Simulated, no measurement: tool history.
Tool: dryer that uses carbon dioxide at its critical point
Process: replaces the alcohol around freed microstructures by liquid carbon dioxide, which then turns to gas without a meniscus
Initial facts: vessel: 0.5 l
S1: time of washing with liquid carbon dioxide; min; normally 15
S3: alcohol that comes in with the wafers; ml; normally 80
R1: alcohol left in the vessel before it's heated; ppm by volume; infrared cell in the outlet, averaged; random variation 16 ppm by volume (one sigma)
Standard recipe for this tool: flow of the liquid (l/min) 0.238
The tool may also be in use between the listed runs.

{"run": 1, "day": 0.0, "S1": 15, "flow of the liquid (l/min)": 0.238, "S3": 80, "R1": 1563}
{"run": 2, "day": 0.733, "S1": 15, "flow of the liquid (l/min)": 0.238, "S3": 80, "R1": 1542}
{"run": 3, "day": 1.958, "S1": 15, "flow of the liquid (l/min)": 0.238, "S3": 80, "R1": 1635}
{"run": 4, "day": 2.954, "S1": 15, "flow of the liquid (l/min)": 0.238, "S3": 80, "R1": 1643}
{"day": 3.417, "done": "inlet filter changed"}
{"run": 5, "day": 4.133, "S1": 19, "flow of the liquid (l/min)": 0.238, "S3": 80, "R1": 358}
{"run": 6, "day": 5.042, "S1": 19, "flow of the liquid (l/min)": 0.238, "S3": 80, "R1": 370}
{"run": 7, "day": 5.75, "S1": 15, "flow of the liquid (l/min)": 0.238, "S3": 80, "R1": 1157}
{"run": 8, "day": 6.633, "S1": 15, "flow of the liquid (l/min)": 0.238, "S3": 80, "R1": 1199}
{"run": 9, "day": 7.25, "S1": 15, "flow of the liquid (l/min)": 0.238, "S3": 80, "R1": 1231}
{"run": 10, "day": 7.992, "S1": 15, "flow of the liquid (l/min)": 0.238, "S3": 49, "R1": 776}
{"run": 11, "day": 9.246, "S1": 15, "flow of the liquid (l/min)": 0.238, "S3": 80, "R1": 1236}
{"run": 12, "day": 10.112, "S1": 15, "flow of the liquid (l/min)": 0.198, "S3": 80, "R1": 2683}
{"run": 13, "day": 11.112, "S1": 15, "flow of the liquid (l/min)": 0.238, "S3": 80, "R1": 1244}
{"run": 14, "day": 11.883, "S1": 15, "flow of the liquid (l/min)": 0.238, "S3": 80, "R1": 1258}
{"run": 15, "day": 12.762, "S1": 15, "flow of the liquid (l/min)": 0.238, "S3": 80, "R1": 1293}
{"run": 16, "day": 14.154, "S1": 22, "flow of the liquid (l/min)": 0.238, "S3": 80, "R1": 246}
{"day": 15.225, "done": "purifier's bed changed"}
{"run": 17, "day": 15.442, "S1": 22, "flow of the liquid (l/min)": 0.16, "S3": 80, "R1": 1245}
{"run": 18, "day": 16.329, "S1": 15, "flow of the liquid (l/min)": 0.238, "S3": 69, "R1": 1051}
{"run": 19, "day": 17.583, "S1": 14, "flow of the liquid (l/min)": 0.238, "S3": 80, "R1": 1725}
{"run": 20, "day": 18.308, "S1": 14, "flow of the liquid (l/min)": 0.238, "S3": 80, "R1": 1761}
{"run": 21, "day": 19.354, "S1": 22, "flow of the liquid (l/min)": 0.238, "S3": 80, "R1": 143}
{"run": 22, "day": 19.975, "S1": 22, "flow of the liquid (l/min)": 0.238, "S3": 80, "R1": 148}
{"run": 23, "day": 21.367, "S1": 22, "flow of the liquid (l/min)": 0.238, "S3": 80, "R1": 155}
{"run": 24, "day": 22.504, "S1": 20, "flow of the liquid (l/min)": 0.238, "S3": 80, "R1": 300}
{"run": 25, "day": 23.475, "S1": 15, "flow of the liquid (l/min)": 0.221, "S3": 20, "R1": 497}
{"run": 26, "day": 24.292, "S1": 15, "flow of the liquid (l/min)": 0.221, "S3": 20, "R1": 493}
{"run": 27, "day": 25.696, "S1": 15, "flow of the liquid (l/min)": 0.221, "S3": 20, "R1": 519}
{"run": 28, "day": 26.525, "S1": 12, "flow of the liquid (l/min)": 0.221, "S3": 50, "R1": 2938}
{"run": 29, "day": 27.629, "S1": 10, "flow of the liquid (l/min)": 0.238, "S3": 80, "R1": 6696}
{"run": 30, "day": 28.704, "S1": 10, "flow of the liquid (l/min)": 0.238, "S3": 80, "R1": 6944}
{"run": 31, "day": 29.817, "S1": 10, "flow of the liquid (l/min)": 0.238, "S3": 80, "R1": 6906}
{"run": 32, "day": 30.942, "S1": 12, "flow of the liquid (l/min)": 0.238, "S3": 30, "R1": 1491}
{"run": 33, "day": 32.104, "S1": 12, "flow of the liquid (l/min)": 0.238, "S3": 30, "R1": 1501}
{"run": 34, "day": 33.017, "S1": 12, "flow of the liquid (l/min)": 0.238, "S3": 30, "R1": 1530}
{"day": 33.267, "done": "inlet filter changed"}
{"run": 35, "day": 34.458, "S1": 15, "flow of the liquid (l/min)": 0.389, "S3": 45, "R1": 96}
{"run": 36, "day": 35.546, "S1": 15, "flow of the liquid (l/min)": 0.389, "S3": 45, "R1": 103}
{"run": 37, "day": 36.817, "S1": 15, "flow of the liquid (l/min)": 0.389, "S3": 45, "R1": 104}
{"run": 38, "day": 37.938, "S1": 20, "flow of the liquid (l/min)": 0.34, "S3": 50, "R1": 87}
{"run": 39, "day": 38.962, "S1": 23, "flow of the liquid (l/min)": 0.347, "S3": 80, "R1": 83}
{"run": 40, "day": 39.654, "S1": 23, "flow of the liquid (l/min)": 0.347, "S3": 80, "R1": 92}
{"run": 41, "day": 40.412, "S1": 23, "flow of the liquid (l/min)": 0.347, "S3": 80, "R1": 90}
{"run": 42, "day": 41.083, "S1": 19, "flow of the liquid (l/min)": 0.292, "S3": 72, "R1": 168}
{"run": 43, "day": 42.208, "S1": 11, "flow of the liquid (l/min)": 0.238, "S3": 118, "R1": 6723}
{"run": 44, "day": 42.871, "S1": 11, "flow of the liquid (l/min)": 0.238, "S3": 26, "R1": 1553}
{"run": 45, "day": 43.483, "S1": 11, "flow of the liquid (l/min)": 0.238, "S3": 26, "R1": 1552}
{"run": 46, "day": 44.567, "S1": 13, "flow of the liquid (l/min)": 0.3, "S3": 57, "R1": 662}
{"run": 47, "day": 45.658, "S1": 11, "flow of the liquid (l/min)": 0.3, "S3": 57, "R1": 1393}
{"run": 48, "day": 46.675, "S1": 11, "flow of the liquid (l/min)": 0.3, "S3": 57, "R1": 1463}

Predict each of these 3 candidate next runs independently; none follows another, all start after run 48:
{"run": "A", "day": 47.254, "S1": 13, "flow of the liquid (l/min)": 0.216, "S3": 66, "R1": "?"}
{"run": "B", "day": 47.254, "S1": 20, "flow of the liquid (l/min)": 0.3, "S3": 49, "R1": "?"}
{"run": "C", "day": 47.254, "S1": 15, "flow of the liquid (l/min)": 0.238, "S3": 22, "R1": "?"}

run=A R1=2993
run=B R1=153
run=C R1=464
With the hidden condition removed and each run's random variation left untouched, the same runs would have given:
run=A R1=2470
run=B R1=34
run=C R1=295
